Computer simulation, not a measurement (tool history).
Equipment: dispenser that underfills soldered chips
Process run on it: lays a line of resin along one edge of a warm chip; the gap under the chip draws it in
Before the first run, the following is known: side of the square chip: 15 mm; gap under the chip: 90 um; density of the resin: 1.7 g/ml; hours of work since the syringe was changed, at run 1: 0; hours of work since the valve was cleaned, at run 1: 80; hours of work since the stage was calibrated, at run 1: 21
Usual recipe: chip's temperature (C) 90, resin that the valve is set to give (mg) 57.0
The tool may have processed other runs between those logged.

run   hour  chip's temperature (C)  resin that the valve is set to give (mg)  hours of work since the syringe was changed  hours of work since the valve was cleaned  hours of work since the stage was calibrated  time until the resin shows at the far edge (s)  resin that the valve gave (mg)
  1    0.0                      90                                      57.0                                            0                                         80                                            21                                           129.0                           54.78
  2    4.2                      78                                      57.0                                            3                                         83                                            24                                           280.2                           54.81
  3    9.5                      90                                      57.0                                            8                                         87                                            28                                           214.6                           54.64
      13.6  -- new syringe of resin
  4   15.5                      90                                      57.0                                            1                                         92                                            33                                           141.9                           54.38
  5   22.1                      90                                      57.0                                            7                                         97                                            38                                           210.2                           54.67
      27.7  -- new syringe of resin
  6   28.5                      90                                      57.0                                            1                                        102                                            43                                           136.6                           54.01
      32.0  -- dispensing valve cleaned and set on the balance
  7   34.0                      90                                      57.0                                            4                                          2                                            46                                           174.6                           57.00
  8   40.4                      90                                      57.0                                            9                                          7                                            52                                           249.8                           56.96
      42.8  -- new syringe of resin
  9   45.0                      90                                      57.0                                            2                                         10                                            55                                           141.0                           56.89
 10   48.8                      90                                      57.0                                            5                                         13                                            58                                           179.7                           56.90
 11   55.7                      90                                      57.0                                           10                                         19                                            64                                           263.1                           56.65
      56.9  -- new syringe of resin
 12   62.6                      88                                      57.0                                            5                                         24                                            69                                           193.7                           56.67
 13   69.3                      90                                      64.4                                           10                                         29                                            74                                           255.6                           63.98
      70.7  -- new syringe of resin
 14   75.0                      90                                      64.4                                            3                                         33                                            78                                           167.4                           63.63
 15   79.9                      90                                      64.4                                            7                                         37                                            82                                           216.9                           63.85
      84.6  -- new syringe of resin
 16   86.6                      90                                      64.4                                            2                                         42                                            87                                           142.8                           63.37
 17   91.3                      90                                      55.7                                            5                                         46                                            91                                           189.8                           54.51
 18   95.0                      90                                      57.0                                            8                                         49                                            94                                           229.4                           55.42
      98.3  -- new syringe of resin
 19  100.8                      90                                      55.7                                            2                                         53                                            98                                           151.6                           54.42
 20  106.2                      90                                      55.7                                            6                                         58                                           103                                           201.4                           54.49
 21  109.6                      90                                      55.7                                            9                                         60                                           105                                           241.6                           54.20
     112.0  -- new syringe of resin
 22  114.3                      90                                      61.1                                            2                                         64                                           109                                           148.3                           59.48
 23  118.9                      91                                      62.4                                            5                                         68                                           112                                           182.9                           60.47
 24  125.3                      90                                      60.7                                           11                                         73                                           118                                           278.3                           58.41
     125.9  -- new syringe of resin
 25  130.1                     104                                      54.0                                            3                                         76                                           121                                            91.8                           52.25
 26  134.8                      95                                      50.8                                            7                                         80                                           125                                           176.8                           49.09
 27  138.7                      95                                      50.8                                           10                                         83                                           128                                           215.5                           48.98
     139.5  -- new syringe of resin
 28  144.1                      95                                      50.8                                            4                                         87                                           132                                           140.6                           48.64
 29  149.1                      87                                      70.0                                            8                                         91                                           136                                           247.1                           67.15
 30  152.3                      97                                      50.8                                           10                                         94                                           139                                           204.7                           48.61
     153.2  -- new syringe of resin
 31  158.4                      85                                      60.3                                            4                                         98                                           143                                           213.5                           57.47
 32  163.7                      95                                      51.1                                            8                                        103                                           147                                           194.1                           48.79
     166.3  -- dispensing valve cleaned and set on the balance
     167.9  -- new syringe of resin
 33  169.8                      86                                      57.0                                            1                                          3                                           151                                           169.8                           57.19
 34  173.2                      86                                      57.0                                            4                                          5                                           154                                           207.1                           56.66
 35  178.4                      86                                      57.0                                            8                                          9                                           158                                           281.4                           56.59

Consider 3 possible next runs. They are alternatives, not a sequence: every one starts from the tool as it was left by run 35. What does each give?
     181.6  -- new syringe of resin
  A  185.5                      76                                      67.9                                            3                                         15                                           163                                               ?                               ?
     181.6  -- new syringe of resin
  B  185.5                      93                                      61.4                                            3                                         15                                           163                                               ?                               ?
     181.6  -- new syringe of resin
  C  185.5                      96                                      56.3                                            3                                         15                                           163                                               ?                               ?

run  time until the resin shows at the far edge (s)  resin that the valve gave (mg)
  A                                           313.3                           67.07
  B                                           146.2                           61.02
  C                                           125.7                           55.64
With the hidden condition removed and each run's random variation left untouched, the same runs would have given:
run  time until the resin shows at the far edge (s)  resin that the valve gave (mg)
  A                                           243.0                           67.62
  B                                           113.5                           61.52
  C                                            97.6                           56.10

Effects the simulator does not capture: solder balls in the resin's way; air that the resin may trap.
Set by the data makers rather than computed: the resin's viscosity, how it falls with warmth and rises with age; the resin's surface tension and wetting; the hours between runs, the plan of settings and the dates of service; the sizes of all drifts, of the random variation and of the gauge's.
